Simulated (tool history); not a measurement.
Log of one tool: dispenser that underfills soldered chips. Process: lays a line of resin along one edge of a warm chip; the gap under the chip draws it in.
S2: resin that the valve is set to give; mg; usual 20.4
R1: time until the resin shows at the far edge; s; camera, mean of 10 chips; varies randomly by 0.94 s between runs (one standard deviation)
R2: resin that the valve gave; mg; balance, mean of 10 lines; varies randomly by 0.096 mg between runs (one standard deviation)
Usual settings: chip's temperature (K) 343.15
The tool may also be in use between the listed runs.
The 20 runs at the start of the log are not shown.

run 21 hour=141.8 | chip's_temperature_(K)=338.15 S2=25.5 | R1=141.9 R2=25.13
-- hour=146.3 new syringe of resin
run 22 hour=151.6 | chip's_temperature_(K)=341.15 S2=22.8 | R1=116.8 R2=22.49
-- hour=160.2 new syringe of resin
run 23 hour=160.3 | chip's_temperature_(K)=337.15 S2=19.1 | R1=128.0 R2=18.59
run 24 hour=168.2 | chip's_temperature_(K)=344.15 S2=19.5 | R1=107.6 R2=19.06
run 25 hour=172.4 | chip's_temperature_(K)=339.15 S2=21.5 | R1=151.1 R2=20.95
-- hour=174.0 new syringe of resin
run 26 hour=179.2 | chip's_temperature_(K)=331.15 S2=20.4 | R1=194.2 R2=19.75
run 27 hour=183.2 | chip's_temperature_(K)=357.15 S2=17.7 | R1=63.6 R2=17.16
-- hour=188.0 new syringe of resin
run 28 hour=190.2 | chip's_temperature_(K)=349.15 S2=20.6 | R1=73.1 R2=19.85
run 29 hour=199.2 | chip's_temperature_(K)=329.15 S2=22.1 | R1=237.0 R2=21.26
-- hour=201.8 new syringe of resin
run 30 hour=203.5 | chip's_temperature_(K)=358.15 S2=20.4 | R1=49.3 R2=19.62
run 31 hour=213.0 | chip's_temperature_(K)=341.15 S2=26.2 | R1=133.9 R2=24.92
-- hour=215.8 new syringe of resin
run 32 hour=222.6 | chip's_temperature_(K)=341.15 S2=26.2 | R1=118.0 R2=24.95
run 33 hour=228.7 | chip's_temperature_(K)=346.15 S2=23.1 | R1=110.6 R2=22.08
-- hour=229.4 new syringe of resin
run 34 hour=233.2 | chip's_temperature_(K)=346.15 S2=23.1 | R1=88.2 R2=21.89
run 35 hour=241.9 | chip's_temperature_(K)=346.15 S2=23.1 | R1=109.6 R2=22.01
-- hour=243.5 new syringe of resin
run 36 hour=246.4 | chip's_temperature_(K)=333.15 S2=24.2 | R1=162.7 R2=22.92

Each row is a separate what-if for the run after 36, all from the same tool condition, not one after another. Results?
run A hour=255.6 | chip's_temperature_(K)=343.15 S2=20.1 | R1=? R2=?
run B hour=255.6 | chip's_temperature_(K)=333.15 S2=19.2 | R1=? R2=?
run C hour=255.6 | chip's_temperature_(K)=355.15 S2=23.0 | R1=? R2=?
run D hour=255.6 | chip's_temperature_(K)=329.15 S2=24.6 | R1=? R2=?

run=A R1=126.4 R2=18.94
run=B R1=207.0 R2=18.07
run=C R1=72.6 R2=21.67
run=D R1=249.1 R2=23.09
Stripped of hidden state, with their random variation kept, the same runs would have yielded:
run=A R1=88.4 R2=20.10
run=B R1=144.1 R2=19.18
run=C R1=51.3 R2=23.01
run=D R1=174.0 R2=24.51

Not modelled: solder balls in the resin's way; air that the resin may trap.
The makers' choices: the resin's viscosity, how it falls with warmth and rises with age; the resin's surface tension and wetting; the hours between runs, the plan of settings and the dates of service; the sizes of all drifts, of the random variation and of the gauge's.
